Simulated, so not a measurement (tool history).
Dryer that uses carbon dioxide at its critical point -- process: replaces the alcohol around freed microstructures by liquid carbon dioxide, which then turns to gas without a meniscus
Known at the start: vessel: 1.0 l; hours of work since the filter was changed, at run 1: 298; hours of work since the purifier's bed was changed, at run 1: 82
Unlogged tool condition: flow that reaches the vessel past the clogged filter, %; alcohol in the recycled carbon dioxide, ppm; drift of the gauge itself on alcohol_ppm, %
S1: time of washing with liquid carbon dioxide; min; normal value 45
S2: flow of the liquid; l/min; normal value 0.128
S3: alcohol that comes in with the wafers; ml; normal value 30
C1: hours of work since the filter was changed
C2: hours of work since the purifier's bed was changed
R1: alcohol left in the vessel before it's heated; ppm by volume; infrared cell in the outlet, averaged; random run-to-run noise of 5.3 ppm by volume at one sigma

Run 1, hour 0: usual settings; C1 298; C2 82. Result: R1 170 ppm by volume.
Run 2, hour 18.6: usual settings; C1 308; C2 92. Result: R1 171 ppm by volume.
Run 3, hour 33.6: usual settings but S1 41 min; C1 316; C2 100. Result: R1 279 ppm by volume.
Run 4, hour 49.3: usual settings; C1 324; C2 108. Result: R1 187 ppm by volume.
Run 5, hour 69.3: usual settings; C1 334; C2 118. Result: R1 199 ppm by volume.
Run 6, hour 88.2: usual settings; C1 344; C2 128. Result: R1 186 ppm by volume.
Run 7, hour 102.5: usual settings but S2 0.119 l/min; C1 352; C2 136. Result: R1 262 ppm by volume.
Run 8, hour 114.2: usual settings but S2 0.119 l/min; C1 358; C2 142. Result: R1 283 ppm by volume.
Run 9, hour 124: usual settings; C1 363; C2 147. Result: R1 204 ppm by volume.
Run 10, hour 138.2: usual settings; C1 370; C2 154. Result: R1 218 ppm by volume.
Run 11, hour 150.3: usual settings; C1 377; C2 161. Result: R1 202 ppm by volume.
Run 12, hour 169.6: usual settings but S2 0.09 l/min, S3 35 ml; C1 387; C2 171. Result: R1 959 ppm by volume.
Run 13, hour 186.2: usual settings but S1 48 min, S3 51 ml; C1 396; C2 180. Result: R1 265 ppm by volume.
Run 14, hour 205.2: usual settings but S1 39 min, S2 0.103 l/min, S3 32 ml; C1 406; C2 190. Result: R1 956 ppm by volume.
Run 15, hour 213.4: usual settings but S1 39 min, S2 0.103 l/min, S3 32 ml; C1 410; C2 194. Result: R1 941 ppm by volume.
Run 16, hour 229.1: usual settings but S1 39 min, S2 0.215 l/min, S3 26 ml; C1 418; C2 202. Result: R1 61 ppm by volume.
Run 17, hour 239.6: usual settings but S1 31 min; C1 424; C2 208. Result: R1 936 ppm by volume.
Run 18, hour 248.6: usual settings but S2 0.13 l/min, S3 34 ml; C1 428; C2 212. Result: R1 236 ppm by volume.
Run 19, hour 258.4: usual settings but S2 0.123 l/min, S3 102 ml; C1 433; C2 217. Result: R1 834 ppm by volume.
Run 20, hour 270.7: usual settings but S2 0.123 l/min, S3 102 ml; C1 440; C2 224. Result: R1 857 ppm by volume.
Run 21, hour 285.5: usual settings but S1 47 min, S2 0.162 l/min, S3 101 ml; C1 448; C2 232. Result: R1 179 ppm by volume.

Here are 4 independent what-if runs from the current tool condition. What would each one return?
Run A, hour 293.9: usual settings but S2 0.174 l/min, S3 35 ml; C1 452; C2 236. Result: R1 ?.
Run B, hour 293.9: usual settings but S1 47 min, S2 0.079 l/min, S3 101 ml; C1 452; C2 236. Result: R1 ?.
Run C, hour 293.9: usual settings but S1 61 min, S2 0.162 l/min, S3 101 ml; C1 452; C2 236. Result: R1 ?.
Run D, hour 293.9: usual settings but S1 37 min, S2 0.165 l/min, S3 101 ml; C1 452; C2 236. Result: R1 ?.

run    R1
  A    82
  B  3954
  C    65
  D   543
What these runs would have given with no unlogged condition in the tool:
run    R1
  A    20
  B  2695
  C    14
  D   272

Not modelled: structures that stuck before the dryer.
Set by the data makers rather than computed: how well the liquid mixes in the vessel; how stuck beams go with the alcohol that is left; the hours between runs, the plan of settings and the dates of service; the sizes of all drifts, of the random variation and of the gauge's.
